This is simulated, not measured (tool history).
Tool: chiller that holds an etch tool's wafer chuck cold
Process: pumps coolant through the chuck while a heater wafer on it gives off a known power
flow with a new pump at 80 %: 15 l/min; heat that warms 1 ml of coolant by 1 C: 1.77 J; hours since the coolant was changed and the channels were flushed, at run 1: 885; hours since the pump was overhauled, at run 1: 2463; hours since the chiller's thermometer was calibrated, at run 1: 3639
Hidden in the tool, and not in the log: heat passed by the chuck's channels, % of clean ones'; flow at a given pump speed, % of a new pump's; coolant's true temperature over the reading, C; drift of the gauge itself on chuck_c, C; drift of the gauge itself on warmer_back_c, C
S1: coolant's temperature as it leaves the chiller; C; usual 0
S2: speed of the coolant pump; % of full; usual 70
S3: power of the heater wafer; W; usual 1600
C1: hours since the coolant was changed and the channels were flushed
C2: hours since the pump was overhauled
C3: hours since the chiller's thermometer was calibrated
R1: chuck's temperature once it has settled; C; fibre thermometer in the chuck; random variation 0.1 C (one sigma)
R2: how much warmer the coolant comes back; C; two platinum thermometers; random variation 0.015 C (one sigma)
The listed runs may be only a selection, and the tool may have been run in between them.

Run 1, hour 0: usual settings; C1 885; C2 2463; C3 3639. Result: R1 13.1 C, R2 4.2 C.
Run 2, hour 52.9: usual settings but S2 61 % of full; C1 938; C2 2516; C3 3692. Result: R1 15 C, R2 4.91 C.
Run 3, hour 89.7: usual settings but S2 61 % of full; C1 975; C2 2553; C3 3728. Result: R1 15.1 C, R2 4.92 C.
Run 4, hour 148.6: usual settings but S2 61 % of full, S3 1164 W; C1 1034; C2 2612; C3 3787. Result: R1 10.9 C, R2 3.6 C.
Run 5, hour 193.2: usual settings but S2 85 % of full; C1 1078; C2 2657; C3 3832. Result: R1 10.9 C, R2 3.43 C.
Run 6, hour 250.3: usual settings but S2 85 % of full; C1 1135; C2 2714; C3 3889. Result: R1 10.9 C, R2 3.48 C.
Run 7, hour 296.3: usual settings but S2 85 % of full; C1 1181; C2 2760; C3 3935. Result: R1 11 C, R2 3.47 C.
Run 8, hour 329.6: usual settings but S2 85 % of full; C1 1215; C2 2793; C3 3968. Result: R1 10.9 C, R2 3.5 C.
Run 9, hour 363.8: usual settings but S2 85 % of full; C1 1249; C2 2827; C3 4003. Result: R1 10.9 C, R2 3.52 C.
Run 10, hour 403.2: usual settings but S2 85 % of full; C1 1288; C2 2867; C3 4042. Result: R1 10.9 C, R2 3.53 C.
Run 11, hour 446.5: usual settings but S2 85 % of full; C1 1332; C2 2910; C3 4085. Result: R1 10.9 C, R2 3.54 C.
Run 12, hour 488.4: usual settings but S3 1859 W; C1 1374; C2 2952; C3 4127. Result: R1 15.2 C, R2 5.02 C.
Run 13, hour 519.4: usual settings but S1 1 C, S3 1808 W; C1 1405; C2 2983; C3 4158. Result: R1 16.2 C, R2 4.89 C.
Run 14, hour 555.3: usual settings but S1 1 C, S3 1808 W; C1 1441; C2 3019; C3 4194. Result: R1 15.8 C, R2 4.97 C.
Run 15, hour 607.3: usual settings but S1 1 C, S3 1808 W; C1 1492; C2 3071; C3 4246. Result: R1 16 C, R2 4.94 C.
Run 16, hour 635.8: usual settings but S1 2 C, S3 2247 W; C1 1521; C2 3099; C3 4275. Result: R1 20.8 C, R2 6.12 C.
Run 17, hour 675.5: usual settings but S1 2 C, S3 2247 W; C1 1561; C2 3139; C3 4314. Result: R1 20.7 C, R2 6.1 C.
Run 18, hour 720.2: usual settings but S1 3 C, S2 73 % of full, S3 1284 W; C1 1605; C2 3184; C3 4359. Result: R1 13.4 C, R2 3.45 C.
Run 19, hour 777.4: usual settings but S1 6 C, S2 78 % of full, S3 861 W; C1 1663; C2 3241; C3 4416. Result: R1 12.3 C, R2 2.26 C.
Run 20, hour 825.5: usual settings but S1 6 C, S2 78 % of full, S3 861 W; C1 1711; C2 3289; C3 4464. Result: R1 12.5 C, R2 2.3 C.
Run 21, hour 862.1: usual settings but S1 -8 C, S2 90 % of full, S3 981 W; C1 1747; C2 3326; C3 4501. Result: R1 -1.7 C, R2 2.21 C.
Run 22, hour 916.3: usual settings but S2 65 % of full, S3 2193 W; C1 1802; C2 3380; C3 4555. Result: R1 19.6 C, R2 6.55 C.
Run 23, hour 970.5: usual settings but S2 65 % of full, S3 2193 W; C1 1856; C2 3434; C3 4609. Result: R1 19.3 C, R2 6.57 C.

Branching from run 23: 4 alternative next runs. What would each branch give?
Run A, hour 1023.7: usual settings but S2 76 % of full, S3 906 W; C1 1909; C2 3487; C3 4662. Result: R1 ?, R2 ?.
Run B, hour 1023.7: usual settings but S2 72 % of full, S3 1906 W; C1 1909; C2 3487; C3 4662. Result: R1 ?, R2 ?.
Run C, hour 1023.7: usual settings but S1 10 C, S2 68 % of full, S3 1928 W; C1 1909; C2 3487; C3 4662. Result: R1 ?, R2 ?.
Run D, hour 1023.7: usual settings but S1 -7 C, S2 74 % of full, S3 2295 W; C1 1909; C2 3487; C3 4662. Result: R1 ?, R2 ?.

run    R1    R2
  A   6.9   2.5
  B  15.3   5.2
  C  26.2  5.56
  D  10.9     6
What these runs would have given with no unlogged condition in the tool:
run    R1    R2
  A   6.9  2.16
  B  15.3  4.86
  C  26.2  5.22
  D  10.8  5.66

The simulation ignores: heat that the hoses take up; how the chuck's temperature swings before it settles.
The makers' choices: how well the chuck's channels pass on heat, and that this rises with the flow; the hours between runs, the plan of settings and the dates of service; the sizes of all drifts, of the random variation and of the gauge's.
